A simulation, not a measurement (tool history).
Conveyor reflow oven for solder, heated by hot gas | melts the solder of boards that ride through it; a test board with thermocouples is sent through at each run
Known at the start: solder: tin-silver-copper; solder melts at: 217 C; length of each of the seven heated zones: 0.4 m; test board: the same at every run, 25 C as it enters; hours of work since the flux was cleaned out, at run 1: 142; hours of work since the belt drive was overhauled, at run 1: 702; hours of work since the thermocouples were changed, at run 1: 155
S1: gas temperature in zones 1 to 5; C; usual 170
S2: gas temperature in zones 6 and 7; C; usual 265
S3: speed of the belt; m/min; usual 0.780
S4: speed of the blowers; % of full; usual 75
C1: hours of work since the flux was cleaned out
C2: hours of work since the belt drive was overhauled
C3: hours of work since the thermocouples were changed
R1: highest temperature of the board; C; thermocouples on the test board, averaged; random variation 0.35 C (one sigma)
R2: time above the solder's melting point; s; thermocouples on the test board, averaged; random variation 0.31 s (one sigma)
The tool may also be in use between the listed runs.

run,hour,S1,S2,S3,S4,C1,C2,C3,R1,R2
1,0.0,170,265,0.780,75,142,702,155,245.2,39.1
2,11.5,170,265,0.780,75,150,710,163,244.9,39.5
3,20.2,170,265,0.780,75,157,716,170,245.1,40.2
4,27.3,170,265,0.780,75,162,722,175,245.1,39.3
5,35.0,170,265,0.780,75,168,727,181,244.7,39.1
6,46.6,170,265,0.780,75,176,736,189,244.4,39.1
7,59.7,170,265,0.780,75,186,746,199,244.3,39.0
8,73.1,170,265,0.780,75,196,756,209,244.6,39.0
# hour 77.9: belt drive overhauled, speed set with a stopwatch
9,88.8,159,265,0.780,75,205,8,217,242.1,34.8
10,98.0,159,265,0.780,75,211,15,224,241.9,34.3
11,103.7,182,265,0.857,66,216,19,228,242.1,35.8
12,112.2,176,265,0.708,53,222,25,235,242.9,43.4
13,119.9,170,261,0.793,75,228,31,240,239.9,35.1
14,133.2,170,261,0.793,75,237,41,250,240.6,35.1
15,141.0,166,261,0.793,63,243,47,256,236.6,29.7
# hour 151.8: belt drive overhauled, speed set with a stopwatch, once more
16,155.8,173,269,0.827,77,251,3,264,245.9,37.8
17,169.5,173,269,0.827,77,261,13,274,245.7,37.7
# hour 181.7: flux residue cleaned out of gas plates and filters
18,181.9,173,269,0.827,77,0,19,280,248.6,40.5

Forecast each of these 3 alternatives for the next run:
A,194.1,170,265,0.837,53,9,28,289,?,?
B,194.1,178,269,0.827,86,9,28,289,?,?
C,194.1,173,269,0.827,53,9,28,289,?,?

run,R1,R2
A,236.2,27.4
B,251.4,43.4
C,240.6,32.8
Without the tool's hidden state the same runs would have given:
run,R1,R2
A,236.1,27.3
B,251.3,43.3
C,240.4,32.8
